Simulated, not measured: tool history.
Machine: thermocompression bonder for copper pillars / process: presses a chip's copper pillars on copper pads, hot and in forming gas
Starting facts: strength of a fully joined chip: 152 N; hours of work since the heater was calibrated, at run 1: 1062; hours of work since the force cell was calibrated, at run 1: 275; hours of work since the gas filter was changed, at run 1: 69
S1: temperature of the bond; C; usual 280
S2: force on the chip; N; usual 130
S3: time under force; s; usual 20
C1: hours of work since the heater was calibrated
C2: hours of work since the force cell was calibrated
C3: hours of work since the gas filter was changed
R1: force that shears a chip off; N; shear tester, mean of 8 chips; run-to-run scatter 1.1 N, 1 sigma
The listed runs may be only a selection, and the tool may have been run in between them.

run,hour,S1,S2,S3,C1,C2,C3,R1
1,0,280,130,20,1062,275,69,99.6
2,34.6,280,130,20,1076,290,84,101
3,95.2,280,130,20,1103,316,110,98.3
4,151.5,280,130,20,1127,341,134,97.6
5,198.5,280,130,20,1147,361,154,94.1
6,233.9,280,130,20,1163,376,170,93.6
# hour 266.9: forming gas filter changed
7,273.3,280,130,20,1179,393,3,103
8,321,280,130,20,1200,414,23,102.1
9,357.3,280,130,20,1216,429,39,100.4
10,395.2,280,130,20,1232,446,55,98.4
11,427.4,280,130,20,1246,460,69,99.2
12,485.2,280,130,20,1271,485,94,97
# hour 499.7: heater calibrated with a thermocouple chip
13,549.6,280,130,32,22,512,121,117.5
14,603.7,280,130,32,45,535,145,116.1
15,643.5,280,130,32,62,552,162,114.5
# hour 693.6: forming gas filter changed
16,700.2,280,130,38,86,577,3,128.5
17,731.5,264,130,20,100,590,16,97.8
18,766.3,264,130,20,115,605,31,97.6
19,812.1,264,130,20,135,625,51,95.9
20,866.9,259,105,29,158,649,75,91
21,924.9,280,111,20,184,674,100,100.7
22,975.2,280,111,20,205,695,122,100.4
23,1023.3,284,130,24,226,716,142,112.4
24,1077.6,273,165,24,250,740,166,107.4
25,1107.4,273,165,24,262,752,179,107.7
# hour 1117.8: forming gas filter changed
26,1152.5,303,96,21,282,772,15,122.7
27,1187.7,303,87,32,297,787,30,127.1
28,1238,303,94,36,319,809,52,130.3
29,1284.4,300,97,20,339,829,72,113.5
30,1332.1,300,178,14,359,849,93,123
31,1363.5,305,174,35,373,863,106,136.6
32,1414.8,280,141,20,395,885,128,106.7
33,1448.2,250,117,11,409,900,143,57.8
34,1505.1,250,117,11,434,924,167,57.4
35,1540.9,250,117,11,450,940,183,56.4
# hour 1546.4: forming gas filter changed
36,1605.8,261,85,37,477,967,26,92.5
37,1640.2,285,101,37,492,982,41,122.1
38,1694.7,280,130,18,516,1006,64,104.4

Here are 3 independent what-if runs from the current tool condition. What would each one return?
A,1745.1,254,114,20,538,1028,86,?
B,1745.1,271,107,19,538,1028,86,?
C,1745.1,280,139,12,538,1028,86,?

run,R1
A,76.8
B,90.3
C,95
Without the tool's unlogged condition, the same runs would have read:
run,R1
A,83.7
B,97.7
C,102.5
